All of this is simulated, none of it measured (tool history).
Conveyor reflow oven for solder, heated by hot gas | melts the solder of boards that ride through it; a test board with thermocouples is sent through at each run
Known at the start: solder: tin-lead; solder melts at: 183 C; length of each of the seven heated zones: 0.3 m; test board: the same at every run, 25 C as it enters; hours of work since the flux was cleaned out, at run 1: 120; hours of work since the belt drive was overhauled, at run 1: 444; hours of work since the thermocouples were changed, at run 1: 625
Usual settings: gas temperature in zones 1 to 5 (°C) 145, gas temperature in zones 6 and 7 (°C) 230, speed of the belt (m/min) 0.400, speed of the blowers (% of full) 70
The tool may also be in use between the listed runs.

run,hour,gas temperature in zones 1 to 5 (°C),gas temperature in zones 6 and 7 (°C),speed of the belt (m/min),speed of the blowers (% of full),hours of work since the flux was cleaned out,hours of work since the belt drive was overhauled,hours of work since the thermocouples were changed,highest temperature of the board (°C),time above the solder's melting point (s)
1,0.0,145,230,0.400,70,120,444,625,212.2,65.5
2,30.6,145,230,0.400,70,139,464,645,212.0,65.3
3,68.3,145,230,0.400,70,164,489,669,211.9,65.3
4,111.5,145,230,0.333,70,192,516,697,216.9,86.4
5,156.2,145,230,0.333,70,221,545,726,217.0,86.2
6,178.0,145,230,0.333,70,235,559,740,216.9,85.8
7,205.0,145,230,0.333,70,252,577,757,216.7,85.8
8,226.2,145,230,0.333,70,266,591,771,216.4,86.3
9,265.3,145,230,0.333,70,291,616,796,216.5,86.1
10,291.3,145,230,0.333,70,308,633,813,216.3,85.7
# hour 307.6: flux residue cleaned out of gas plates and filters
11,322.3,145,230,0.333,70,9,649,830,217.7,87.9
12,357.6,145,230,0.345,70,32,672,853,216.6,83.4
13,404.1,154,230,0.345,70,62,702,883,218.0,89.5
14,425.6,154,230,0.345,70,76,716,897,217.9,90.0
15,456.2,145,230,0.400,56,96,736,916,207.6,59.0
16,500.9,145,230,0.400,56,125,765,945,207.5,58.9
17,530.2,143,230,0.400,70,144,784,964,211.5,64.7
18,581.2,140,230,0.400,70,177,817,997,210.7,62.4
19,605.0,140,230,0.400,70,192,832,1013,210.6,62.1
20,636.6,145,230,0.393,88,213,853,1033,216.1,72.8
21,687.1,158,237,0.434,70,245,885,1066,217.5,72.0
22,728.4,155,219,0.400,70,272,912,1092,204.3,62.5
23,777.5,145,229,0.400,70,304,944,1124,210.4,64.2
# hour 801.4: flux residue cleaned out of gas plates and filters
24,819.1,145,229,0.400,70,11,967,1148,211.9,66.0
25,840.1,145,229,0.400,70,25,981,1161,211.8,66.0
26,875.0,145,243,0.383,70,48,1004,1184,224.9,81.7
27,904.0,145,243,0.383,70,66,1022,1203,224.8,81.6
28,935.2,156,243,0.383,70,87,1042,1223,226.4,88.6
29,958.6,145,230,0.424,78,102,1058,1238,212.4,63.4

Run 30 comes next. What will it give?
30,994.6,138,233,0.424,53,125,1081,1261,?,?

highest temperature of the board (°C): 204.2
time above the solder's melting point (s): 47.6
Without the tool's hidden state the same run would have given highest temperature of the board (°C) 205.1, time above the solder's melting point (s) 47.8.

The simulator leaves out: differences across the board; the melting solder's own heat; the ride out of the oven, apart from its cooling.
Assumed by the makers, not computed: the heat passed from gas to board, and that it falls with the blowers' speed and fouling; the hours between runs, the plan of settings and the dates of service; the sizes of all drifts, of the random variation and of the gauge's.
